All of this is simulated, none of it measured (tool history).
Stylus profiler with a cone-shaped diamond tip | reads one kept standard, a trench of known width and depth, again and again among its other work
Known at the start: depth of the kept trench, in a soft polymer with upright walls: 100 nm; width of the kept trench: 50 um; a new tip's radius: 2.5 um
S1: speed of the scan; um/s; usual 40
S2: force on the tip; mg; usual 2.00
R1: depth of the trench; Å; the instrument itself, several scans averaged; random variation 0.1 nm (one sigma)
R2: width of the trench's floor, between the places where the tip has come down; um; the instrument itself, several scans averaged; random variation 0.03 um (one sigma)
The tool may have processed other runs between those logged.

run	day	S1	S2	R1	R2
1	0.000	40	2.00	1007.1	48.44
2	0.700	40	2.00	1010.8	48.52
3	1.292	40	2.00	1006.4	48.40
4	1.867	40	1.65	1006.8	48.46
5	2.367	32	2.00	1007.9	48.47
6	2.958	40	2.00	1007.4	48.50
7	3.379	40	2.00	1009.7	48.52
8	4.021	14	2.00	1007.9	48.54
9	4.804	14	2.00	1006.3	48.53
10	5.442	10	2.00	1009.0	48.57
11	5.971	10	2.00	1008.5	48.54
12	6.888	10	5.05	1014.8	48.48
13	7.525	146	2.00	1008.4	48.17
14	8.138	146	2.00	1005.7	48.17
15	8.533	146	2.00	1008.7	48.17
16	9.062	40	2.00	1006.7	48.45
17	9.954	40	2.00	1008.5	48.46
18	10.533	40	5.22	1015.1	48.49
19	11.404	40	5.22	1015.6	48.54
20	12.242	37	5.80	1017.0	48.53
21	12.754	37	5.80	1015.0	48.53
# day 12.842: height scale calibrated on a step standard
22	13.462	37	5.80	1014.9	48.47
23	14.112	37	5.80	1016.6	48.52
24	14.988	119	1.45	1006.1	48.25
25	15.488	119	5.27	1014.9	48.36
26	16.250	33	1.64	1007.4	48.42
27	16.642	158	2.35	1008.2	48.17
28	17.062	158	1.09	1002.3	47.97
29	17.683	23	3.27	1011.7	48.52
30	18.096	23	3.27	1011.0	48.48

Run 31 has not been measured yet. What should we expect?
# day 18.262: height scale calibrated on a step standard, once more
31	18.829	20	3.80	?	?

R1: 1013.5 Å
R2: 48.52 um
With the hidden condition absent and the run-to-run variation left alone, this run would have shown R1 1013.6 Å, R2 48.57 um.

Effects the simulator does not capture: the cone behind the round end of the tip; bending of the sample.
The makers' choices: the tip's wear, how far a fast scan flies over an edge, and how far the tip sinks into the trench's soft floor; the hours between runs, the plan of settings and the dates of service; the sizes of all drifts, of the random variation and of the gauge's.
